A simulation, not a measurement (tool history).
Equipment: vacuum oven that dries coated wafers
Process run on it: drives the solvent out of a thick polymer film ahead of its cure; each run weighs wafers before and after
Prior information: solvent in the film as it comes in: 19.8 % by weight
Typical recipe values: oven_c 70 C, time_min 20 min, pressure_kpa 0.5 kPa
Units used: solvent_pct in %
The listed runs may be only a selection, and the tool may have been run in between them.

| run | hour | oven_c | time_min | pressure_kpa | solvent_pct |
|---|---|---|---|---|---|
| 1 | 0 | 70 | 20 | 0.5 | 1.68 |
| 2 | 16.2 | 70 | 15 | 0.5 | 2.79 |
| 3 | 48.8 | 70 | 15 | 0.5 | 2.82 |
| 4 | 65.4 | 70 | 15 | 0.331 | 2.73 |
| 5 | 84.1 | 70 | 15 | 0.331 | 2.7 |
| 6 | 106.1 | 70 | 15 | 0.331 | 2.74 |
| 7 | 139.6 | 70 | 20 | 0.5 | 1.62 |
| 8 | 162.9 | 58 | 20 | 0.5 | 4.36 |
| 9 | 186.6 | 70 | 12 | 0.5 | 3.89 |
| 10 | 219.7 | 70 | 12 | 0.5 | 3.94 |
| 11 | 240.6 | 70 | 20 | 0.5 | 1.58 |
| 12 | 273.7 | 70 | 20 | 0.5 | 1.64 |
| 13 | 304 | 70 | 30 | 0.5 | 0.73 |
| 14 | 330.3 | 70 | 30 | 0.5 | 0.72 |
| 15 | 360.4 | 70 | 30 | 0.5 | 0.65 |
| 16 | 388 | 70 | 20 | 0.5 | 1.59 |
| 17 | 416.1 | 70 | 20 | 0.5 | 1.64 |
| 18 | 448.9 | 70 | 20 | 0.5 | 1.59 |
| 19 | 475.4 | 70 | 20 | 1.997 | 2.29 |
| 20 | 508.7 | 70 | 20 | 1.997 | 2.24 |
| 21 | 531.1 | 70 | 20 | 1.997 | 2.18 |
| 22 | 548.9 | 70 | 20 | 0.55 | 1.64 |
|  | 553.6 | oven's thermocouples calibrated |
| 23 | 581.8 | 70 | 20 | 0.55 | 1.51 |
| 24 | 609.6 | 61 | 17 | 0.361 | 3.98 |
| 25 | 631.4 | 72 | 20 | 0.5 | 1.18 |
| 26 | 661.4 | 70 | 31 | 0.5 | 0.6 |
| 27 | 685 | 70 | 10 | 0.5 | 4.54 |
| 28 | 704.1 | 70 | 10 | 0.5 | 4.49 |
|  | 721.4 | oven's thermocouples calibrated, once more |
| 29 | 731.1 | 78 | 32 | 0.518 | 0.3 |
| 30 | 748.1 | 78 | 32 | 0.518 | 0.34 |
| 31 | 773.9 | 80 | 32 | 0.513 | 0.3 |
| 32 | 807.8 | 83 | 20 | 1.782 | 0.81 |
| 33 | 832.8 | 64 | 11 | 0.272 | 6.06 |
| 34 | 866.5 | 78 | 20 | 0.333 | 0.71 |
| 35 | 893 | 78 | 20 | 0.333 | 0.69 |
|  | 911.9 | vacuum gauge cleaned of residue and calibrated |
| 36 | 917.3 | 73 | 20 | 0.855 | 1.36 |
| 37 | 934.7 | 75 | 28 | 1.439 | 0.81 |
| 38 | 967.6 | 70 | 20 | 0.305 | 1.5 |
| 39 | 989.5 | 70 | 15 | 0.5 | 2.8 |
| 40 | 1015.7 | 56 | 34 | 0.571 | 2.41 |
| 41 | 1035.2 | 75 | 20 | 0.28 | 0.86 |
| 42 | 1069.3 | 67 | 20 | 0.5 | 2.16 |
| 43 | 1093.3 | 67 | 20 | 0.5 | 2.13 |

Forecast each of these 3 alternatives for the next run:
| A | 1125.6 | 70 | 10 | 0.819 | ? |
| B | 1125.6 | 73 | 12 | 1.378 | ? |
| C | 1125.6 | 60 | 20 | 0.274 | ? |

| run | solvent_pct |
|---|---|
| A | 4.99 |
| B | 3.41 |
| C | 3.63 |
With no hidden state in the tool, these same runs would have given:
| run | solvent_pct |
|---|---|
| A | 5.13 |
| B | 3.53 |
| C | 3.76 |

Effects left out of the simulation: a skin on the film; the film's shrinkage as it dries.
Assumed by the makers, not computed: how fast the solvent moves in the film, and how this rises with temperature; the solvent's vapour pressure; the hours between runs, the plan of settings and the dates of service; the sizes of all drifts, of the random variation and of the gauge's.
